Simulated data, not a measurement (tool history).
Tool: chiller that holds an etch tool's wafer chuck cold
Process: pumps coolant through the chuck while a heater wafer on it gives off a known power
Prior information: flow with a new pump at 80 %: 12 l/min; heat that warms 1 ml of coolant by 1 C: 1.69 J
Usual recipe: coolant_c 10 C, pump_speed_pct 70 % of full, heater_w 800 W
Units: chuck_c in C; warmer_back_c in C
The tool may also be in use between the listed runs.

run	hour	coolant_c	pump_speed_pct	heater_w	chuck_c	warmer_back_c
1	0.0	10	70	800	21.3	2.84
2	58.7	10	70	800	21.1	2.88
3	137.3	11	70	800	22.5	2.91
4	193.7	11	70	800	22.3	2.96
5	257.5	10	70	800	21.5	2.93
# hour 269.4: coolant pump overhauled
6	348.8	10	70	800	21.8	3.05
# hour 369.3: coolant changed, channels flushed
7	423.2	10	70	800	19.6	3.05
8	467.5	10	70	800	19.7	3.00
9	513.2	5	80	486	10.4	1.59
# hour 523.8: coolant pump overhauled, once more
10	586.3	16	63	852	26.3	3.25
11	625.0	16	75	660	23.4	2.11
12	665.4	16	75	660	23.3	2.10
13	752.2	18	84	877	26.6	2.48
14	827.3	7	91	877	15.1	2.29

Forecast run 15:
15	906.7	9	73	1073	?	?

chuck_c: 20.8 C
warmer_back_c: 3.53 C
Were there no unlogged condition in the tool, this run, its random variation unchanged, would have produced chuck_c 19.8 C, warmer_back_c 3.47 C.
